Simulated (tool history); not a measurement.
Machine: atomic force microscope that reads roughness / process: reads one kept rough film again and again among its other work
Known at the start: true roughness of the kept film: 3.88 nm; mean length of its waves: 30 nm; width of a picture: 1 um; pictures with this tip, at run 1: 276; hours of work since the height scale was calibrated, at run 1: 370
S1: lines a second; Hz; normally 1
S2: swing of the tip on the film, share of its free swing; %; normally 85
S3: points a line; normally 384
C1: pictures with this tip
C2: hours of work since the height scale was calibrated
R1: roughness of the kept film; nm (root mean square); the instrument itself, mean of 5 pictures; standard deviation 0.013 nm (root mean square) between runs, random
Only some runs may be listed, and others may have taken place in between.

run   hour    S1  S2   S3   C1    C2     R1
  1      0     1  85  384  276   370  2.885
  2   20.3     1  85  384  302   386  2.842
  3   39.4     1  85  400  326   400  2.823
  4   74.4     1  85  400  370   426  2.808
      77.1  -- new tip fitted
  5  102.5     1  88  384   32   447  3.077
  6  119.4     1  88  384   53   460  3.043
  7  153.3     1  88  384   95   486  3.006
  8  172.2     1  85  384  119   500  3.008
  9  198.6     1  85  384  152   520  3.014
 10    233     1  57  384  196   546  3.192
 11  263.3     1  85  384  234   569  2.944
 12  292.1     1  85  384  270   590  2.893
 13    315     1  85  384  299   608  2.879
 14  346.9     1  85  384  339   632  2.829
     373.4  -- new tip fitted
 15  384.5     1  85  419   14   660  3.128
 16  409.2     1  85  419   45   678  3.077
 17  432.4     1  85  384   74   696   3.05
 18  452.2     1  85  384   99   711   3.02
 19  473.8  0.82  57  641  126   727  3.251
 20  504.6   0.9  67  384  165   750  3.138
 21  534.5  0.75  60  813  203   773  3.171
 22  555.5  1.19  85  911  229   789  2.898
 23  595.6     1  90  384  279   819  2.803
 24    625  0.82  82  884  317   841  2.934
 25    651  1.03  70  884  349   861  2.975
     669.3  -- new tip fitted
 26  677.9  1.73  85  279   10   881  2.894
 27  704.6  1.67  58  783   44   901  3.281
 28  737.5  3.24  79  395   86   926  2.716
 29    766  3.24  79  395  121   947  2.661
 30  785.4  0.65  79  390  146   962  3.138
 31  815.2  1.23  60  598  183   984  3.148
 32  843.3  1.23  60  598  219  1006  3.122
 33    871  1.23  56  598  253  1027  3.112

For run 34, what comes out?
 34  902.4  1.23  56  598  293  1050   ?

{"run 34": {"R1": 3.066}}
The same run, on a tool lacking any hidden state, would have yielded R1 3.37 nm (root mean square).

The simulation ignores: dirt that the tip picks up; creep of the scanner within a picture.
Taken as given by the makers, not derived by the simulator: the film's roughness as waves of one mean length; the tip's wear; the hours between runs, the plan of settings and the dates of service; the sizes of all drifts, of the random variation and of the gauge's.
